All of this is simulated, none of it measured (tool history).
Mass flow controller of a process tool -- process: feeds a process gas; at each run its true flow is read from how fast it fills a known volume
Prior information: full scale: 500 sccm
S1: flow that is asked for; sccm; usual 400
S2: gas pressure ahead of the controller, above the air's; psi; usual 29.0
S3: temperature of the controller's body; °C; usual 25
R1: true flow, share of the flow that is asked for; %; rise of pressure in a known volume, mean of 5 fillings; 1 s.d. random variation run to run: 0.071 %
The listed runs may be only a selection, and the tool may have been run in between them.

| run | hour | S1 | S2 | S3 | R1 |
|---|---|---|---|---|---|
| 1 | 0.0 | 400 | 29.0 | 25 | 97.21 |
| 2 | 186.7 | 400 | 29.0 | 25 | 97.05 |
| 3 | 347.3 | 400 | 27.7 | 25 | 97.16 |
| 4 | 482.2 | 400 | 29.0 | 25 | 96.99 |
| 5 | 637.6 | 400 | 29.0 | 25 | 96.91 |
| 6 | 909.0 | 400 | 29.0 | 25 | 96.77 |
| 7 | 1140.5 | 400 | 29.0 | 25 | 96.80 |
| 8 | 1318.4 | 400 | 29.0 | 25 | 96.79 |
| 9 | 1505.5 | 400 | 29.0 | 25 | 96.67 |
| 10 | 1654.1 | 400 | 29.0 | 25 | 96.54 |
| 11 | 1799.9 | 400 | 29.0 | 25 | 96.49 |
| 12 | 1984.7 | 400 | 29.0 | 25 | 96.56 |
| 13 | 2273.0 | 293 | 29.0 | 25 | 95.48 |
| 14 | 2488.4 | 400 | 29.0 | 25 | 96.26 |
| 15 | 2623.6 | 400 | 29.0 | 26 | 96.17 |
| 16 | 2787.1 | 400 | 28.9 | 26 | 96.19 |
| 17 | 2997.0 | 400 | 28.9 | 26 | 96.09 |
| 18 | 3241.6 | 400 | 29.0 | 25 | 96.03 |
| 19 | 3504.9 | 400 | 31.0 | 25 | 97.22 |
| 20 | 3797.8 | 400 | 31.0 | 25 | 97.09 |
| 21 | 3920.1 | 400 | 31.0 | 25 | 97.17 |
| 22 | 4195.6 | 400 | 31.0 | 25 | 97.03 |
| 23 | 4369.3 | 400 | 31.0 | 25 | 96.87 |
| 24 | 4544.0 | 400 | 31.0 | 25 | 96.87 |
| 25 | 4783.0 | 400 | 21.2 | 22 | 96.81 |
| 26 | 5033.8 | 400 | 31.6 | 30 | 97.07 |
| 27 | 5293.2 | 117 | 30.5 | 25 | 95.03 |
| 28 | 5480.2 | 439 | 29.0 | 22 | 96.37 |
| 29 | 5708.9 | 85 | 29.0 | 25 | 94.02 |
| 30 | 5917.0 | 85 | 29.0 | 25 | 93.97 |
| 31 | 6079.4 | 85 | 29.0 | 25 | 93.82 |
| 32 | 6233.2 | 85 | 37.4 | 25 | 93.43 |
| 33 | 6409.9 | 251 | 26.1 | 25 | 95.35 |
| 34 | 6553.1 | 251 | 26.1 | 25 | 95.61 |
| 35 | 6820.7 | 251 | 26.1 | 25 | 95.39 |
| 36 | 7033.3 | 251 | 40.2 | 25 | 94.86 |
| 37 | 7219.4 | 251 | 40.2 | 30 | 95.21 |
| 38 | 7393.8 | 123 | 36.8 | 22 | 93.08 |
| 39 | 7687.4 | 123 | 36.8 | 22 | 92.92 |
| 40 | 7873.5 | 123 | 36.8 | 22 | 92.71 |
| 41 | 8022.7 | 123 | 36.8 | 22 | 92.65 |
| 42 | 8254.0 | 469 | 37.0 | 33 | 96.38 |
| 43 | 8426.5 | 104 | 21.2 | 21 | 92.22 |
| 44 | 8557.5 | 400 | 29.0 | 31 | 95.95 |
| 45 | 8770.2 | 400 | 29.0 | 30 | 95.97 |
| 46 | 9063.3 | 335 | 38.0 | 37 | 95.73 |
| 47 | 9344.1 | 335 | 37.3 | 37 | 95.60 |

Put back what was entered between runs (1 entry, withheld): which listed runs does each sit between, and how does the hidden state differ from the listed run before to the listed run after?
Between runs 18 and 19: controller's zero set anew (hour 3345.0)
  flow at rest that the sensor doesn't see, % of full scale: -1.175 -> -0.059; true flow over the shown one, %: -2.3 -> -2.35
  measured result minus the result with no hidden state, R1: -3.77 -> -2.43 %

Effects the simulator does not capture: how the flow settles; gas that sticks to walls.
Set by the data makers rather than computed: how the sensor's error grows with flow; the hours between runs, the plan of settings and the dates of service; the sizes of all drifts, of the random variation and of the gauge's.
